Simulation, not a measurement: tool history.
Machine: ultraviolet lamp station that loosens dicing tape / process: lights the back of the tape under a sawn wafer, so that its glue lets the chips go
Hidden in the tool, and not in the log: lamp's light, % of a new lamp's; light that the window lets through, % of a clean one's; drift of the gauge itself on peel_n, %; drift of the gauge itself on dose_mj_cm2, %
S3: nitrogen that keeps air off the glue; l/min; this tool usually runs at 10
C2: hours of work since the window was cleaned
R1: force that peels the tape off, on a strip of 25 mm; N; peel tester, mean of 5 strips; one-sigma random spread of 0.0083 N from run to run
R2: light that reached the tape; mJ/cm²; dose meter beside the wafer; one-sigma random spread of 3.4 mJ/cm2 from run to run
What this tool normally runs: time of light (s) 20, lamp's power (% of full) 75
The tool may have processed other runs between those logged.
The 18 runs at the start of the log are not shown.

run 19 hour=247.5 | time_of_light_(s)=20 lamp's_power_(%_of_full)=75 S3=10 | hours_of_work_of_the_lamp=521 C2=188 | R1=0.518 R2=464
run 20 hour=259.3 | time_of_light_(s)=20 lamp's_power_(%_of_full)=75 S3=10 | hours_of_work_of_the_lamp=527 C2=194 | R1=0.507 R2=456
run 21 hour=270.8 | time_of_light_(s)=20 lamp's_power_(%_of_full)=75 S3=10 | hours_of_work_of_the_lamp=533 C2=200 | R1=0.52 R2=459
run 22 hour=284.7 | time_of_light_(s)=20 lamp's_power_(%_of_full)=75 S3=10 | hours_of_work_of_the_lamp=540 C2=207 | R1=0.521 R2=454
run 23 hour=304.1 | time_of_light_(s)=31 lamp's_power_(%_of_full)=75 S3=10 | hours_of_work_of_the_lamp=551 C2=217 | R1=0.19 R2=694
run 24 hour=314.7 | time_of_light_(s)=31 lamp's_power_(%_of_full)=75 S3=10 | hours_of_work_of_the_lamp=556 C2=223 | R1=0.201 R2=695
run 25 hour=327.1 | time_of_light_(s)=16 lamp's_power_(%_of_full)=76 S3=20 | hours_of_work_of_the_lamp=562 C2=229 | R1=0.524 R2=370
-- hour=328.8 window cleaned of glue's vapour
run 26 hour=346.2 | time_of_light_(s)=18 lamp's_power_(%_of_full)=60 S3=10 | hours_of_work_of_the_lamp=572 C2=9 | R1=1.196 R2=306
-- hour=357.6 window cleaned of glue's vapour, once more
run 27 hour=366.4 | time_of_light_(s)=14 lamp's_power_(%_of_full)=69 S3=17 | hours_of_work_of_the_lamp=582 C2=5 | R1=0.809 R2=320
run 28 hour=382 | time_of_light_(s)=29 lamp's_power_(%_of_full)=79 S3=10 | hours_of_work_of_the_lamp=590 C2=13 | R1=0.162 R2=755
run 29 hour=393.9 | time_of_light_(s)=13 lamp's_power_(%_of_full)=79 S3=4 | hours_of_work_of_the_lamp=597 C2=19 | R1=1.752 R2=338
run 30 hour=404.6 | time_of_light_(s)=13 lamp's_power_(%_of_full)=79 S3=4 | hours_of_work_of_the_lamp=602 C2=24 | R1=1.849 R2=335
run 31 hour=417 | time_of_light_(s)=25 lamp's_power_(%_of_full)=90 S3=10 | hours_of_work_of_the_lamp=608 C2=31 | R1=0.178 R2=728
run 32 hour=425.9 | time_of_light_(s)=31 lamp's_power_(%_of_full)=82 S3=4 | hours_of_work_of_the_lamp=613 C2=35 | R1=0.29 R2=831
run 33 hour=442 | time_of_light_(s)=31 lamp's_power_(%_of_full)=82 S3=4 | hours_of_work_of_the_lamp=621 C2=44 | R1=0.295 R2=825
run 34 hour=455.1 | time_of_light_(s)=20 lamp's_power_(%_of_full)=75 S3=16 | hours_of_work_of_the_lamp=628 C2=50 | R1=0.32 R2=481

For run 35, what comes out?
run 35 hour=470.9 | time_of_light_(s)=20 lamp's_power_(%_of_full)=75 S3=16 | hours_of_work_of_the_lamp=636 C2=59 | R1=? R2=?

{"run 35": {"R1": 0.33, "R2": 478}}
With the hidden condition absent and the run-to-run variation left alone, this run would have shown R1 0.234 N, R2 553 mJ/cm².

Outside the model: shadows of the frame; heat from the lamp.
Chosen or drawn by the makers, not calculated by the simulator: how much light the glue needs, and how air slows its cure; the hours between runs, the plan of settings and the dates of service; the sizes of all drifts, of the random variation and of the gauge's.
